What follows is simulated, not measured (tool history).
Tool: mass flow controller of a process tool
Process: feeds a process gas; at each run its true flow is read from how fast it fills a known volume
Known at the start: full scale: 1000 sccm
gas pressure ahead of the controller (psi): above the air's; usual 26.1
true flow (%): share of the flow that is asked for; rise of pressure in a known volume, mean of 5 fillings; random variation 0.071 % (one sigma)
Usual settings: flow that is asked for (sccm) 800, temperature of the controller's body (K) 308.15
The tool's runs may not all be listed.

run    hour  flow that is asked for (sccm)  gas pressure ahead of the controller (psi)  temperature of the controller's body (K)  true flow (%)
  1       0                            800                                        26.1                                    308.15          99.89
  2   207.7                            800                                        26.1                                    308.15         100.03
  3   515.1                            800                                        26.1                                    308.15          99.96
  4   852.2                            800                                        26.1                                    308.15           99.9
  5  1107.2                            800                                        26.1                                    308.15          99.84
  6  1432.9                            800                                        26.1                                    308.15          99.81
  7  1768.1                            800                                        23.8                                    308.15          99.97
  8  2081.3                            800                                        26.1                                    300.15          99.61
  9  2419.3                            800                                        26.1                                    298.15          99.38
 10  2727.5                            800                                        26.1                                    298.15           99.7
 11  2880.4                            800                                        28.4                                    298.15          99.63
 12    3219                            800                                        28.4                                    298.15           99.7
 13  3417.9                            800                                        28.4                                    298.15          99.56
 14  3723.3                            800                                        28.4                                    298.15          99.66
 15  4046.1                            216                                        30.5                                    302.15           98.6
 16    4343                            269                                        29.6                                    306.15          98.73
 17    4673                            548                                        26.7                                    306.15          99.14
 18    4851                            800                                        26.8                                    308.15          99.86
 19    5070                            142                                        26.1                                    306.15          98.57
 20  5214.4                            270                                        26.1                                    297.15          98.53
 21  5430.7                            270                                          26                                    297.15           98.5
 22  5745.1                            270                                          26                                    308.15          98.91

Run 23 comes next. What will it give?
 23  6007.7                            810                                        26.1                                    308.15              ?

Run 23 gave true flow (%) 99.93.
Without the tool's hidden state the same run would have given true flow (%) 99.96.

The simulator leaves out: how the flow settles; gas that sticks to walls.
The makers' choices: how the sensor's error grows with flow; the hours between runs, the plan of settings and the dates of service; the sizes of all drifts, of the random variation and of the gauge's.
